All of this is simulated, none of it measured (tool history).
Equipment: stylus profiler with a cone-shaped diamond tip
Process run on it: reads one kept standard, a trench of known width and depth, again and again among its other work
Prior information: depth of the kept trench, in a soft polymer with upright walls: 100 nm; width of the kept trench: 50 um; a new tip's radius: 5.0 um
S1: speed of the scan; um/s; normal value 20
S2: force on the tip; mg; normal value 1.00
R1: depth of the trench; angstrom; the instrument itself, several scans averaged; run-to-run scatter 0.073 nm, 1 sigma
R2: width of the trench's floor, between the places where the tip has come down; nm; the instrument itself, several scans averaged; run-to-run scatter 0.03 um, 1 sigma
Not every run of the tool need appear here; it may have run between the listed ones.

run,hour,S1,S2,R1,R2
1,0.0,20,1.00,1006.9,47890
2,11.2,20,1.00,1007.0,47870
3,19.9,20,1.00,1007.5,47860
4,32.8,20,1.00,1006.7,47900
5,42.9,20,1.00,1005.6,47920
6,52.4,20,1.00,1007.2,47860
7,66.7,7,1.00,1006.6,47930
8,78.0,8,1.00,1005.2,47910
9,88.3,8,1.00,1007.4,47840
10,97.4,8,1.00,1007.5,47950
11,109.0,58,1.04,1007.6,47720
12,117.5,58,1.04,1006.9,47750

Expected results for the next run?
# hour 119.4: height scale calibrated on a step standard
13,127.1,58,1.04,?,?

{"run 13": {"R1": 1006.9, "R2": 47700}}
The same run, on a tool lacking any hidden state, would have yielded R1 1007.6 angstrom, R2 47790 nm.
